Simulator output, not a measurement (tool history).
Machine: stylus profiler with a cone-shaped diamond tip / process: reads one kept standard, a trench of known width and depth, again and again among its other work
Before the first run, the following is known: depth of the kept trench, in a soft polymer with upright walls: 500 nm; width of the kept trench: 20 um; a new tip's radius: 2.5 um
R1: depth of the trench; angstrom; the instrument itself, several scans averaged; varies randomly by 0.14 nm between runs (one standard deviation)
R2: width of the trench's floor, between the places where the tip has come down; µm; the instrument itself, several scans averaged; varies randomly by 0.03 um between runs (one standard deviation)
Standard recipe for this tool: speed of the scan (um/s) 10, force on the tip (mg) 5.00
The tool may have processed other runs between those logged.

run 1 day=0.000 | speed_of_the_scan_(um/s)=10 force_on_the_tip_(mg)=5.00 | R1=5062.8 R2=15.99
run 2 day=2.471 | speed_of_the_scan_(um/s)=10 force_on_the_tip_(mg)=5.00 | R1=5064.1 R2=15.96
run 3 day=4.850 | speed_of_the_scan_(um/s)=10 force_on_the_tip_(mg)=5.00 | R1=5064.9 R2=15.94
run 4 day=6.396 | speed_of_the_scan_(um/s)=8 force_on_the_tip_(mg)=5.00 | R1=5062.1 R2=15.96
run 5 day=9.292 | speed_of_the_scan_(um/s)=16 force_on_the_tip_(mg)=5.00 | R1=5059.7 R2=15.92
run 6 day=13.054 | speed_of_the_scan_(um/s)=16 force_on_the_tip_(mg)=5.00 | R1=5061.2 R2=15.80
run 7 day=14.617 | speed_of_the_scan_(um/s)=16 force_on_the_tip_(mg)=5.00 | R1=5062.5 R2=15.79
run 8 day=17.671 | speed_of_the_scan_(um/s)=8 force_on_the_tip_(mg)=11.53 | R1=5128.3 R2=15.85
run 9 day=21.188 | speed_of_the_scan_(um/s)=2 force_on_the_tip_(mg)=13.43 | R1=5142.8 R2=15.84
run 10 day=24.783 | speed_of_the_scan_(um/s)=2 force_on_the_tip_(mg)=13.43 | R1=5145.1 R2=15.76
run 11 day=26.717 | speed_of_the_scan_(um/s)=22 force_on_the_tip_(mg)=13.43 | R1=5141.8 R2=15.73
run 12 day=29.342 | speed_of_the_scan_(um/s)=22 force_on_the_tip_(mg)=13.43 | R1=5142.5 R2=15.71
run 13 day=32.175 | speed_of_the_scan_(um/s)=2 force_on_the_tip_(mg)=14.39 | R1=5151.2 R2=15.73
run 14 day=35.008 | speed_of_the_scan_(um/s)=2 force_on_the_tip_(mg)=14.39 | R1=5149.7 R2=15.69

Each row is a separate what-if for the run after 14, all from the same tool condition, not one after another. Results?
run A day=37.854 | speed_of_the_scan_(um/s)=29 force_on_the_tip_(mg)=3.71 | R1=? R2=?
run B day=37.854 | speed_of_the_scan_(um/s)=25 force_on_the_tip_(mg)=3.35 | R1=? R2=?
run C day=37.854 | speed_of_the_scan_(um/s)=7 force_on_the_tip_(mg)=11.71 | R1=? R2=?

run=A R1=5040.7 R2=15.53
run=B R1=5033.6 R2=15.54
run=C R1=5124.5 R2=15.67
Take away the tool's hidden state, keep each run's random variation, and the runs would have read:
run=A R1=5075.7 R2=16.84
run=B R1=5068.7 R2=16.86
run=C R1=5160.1 R2=16.99
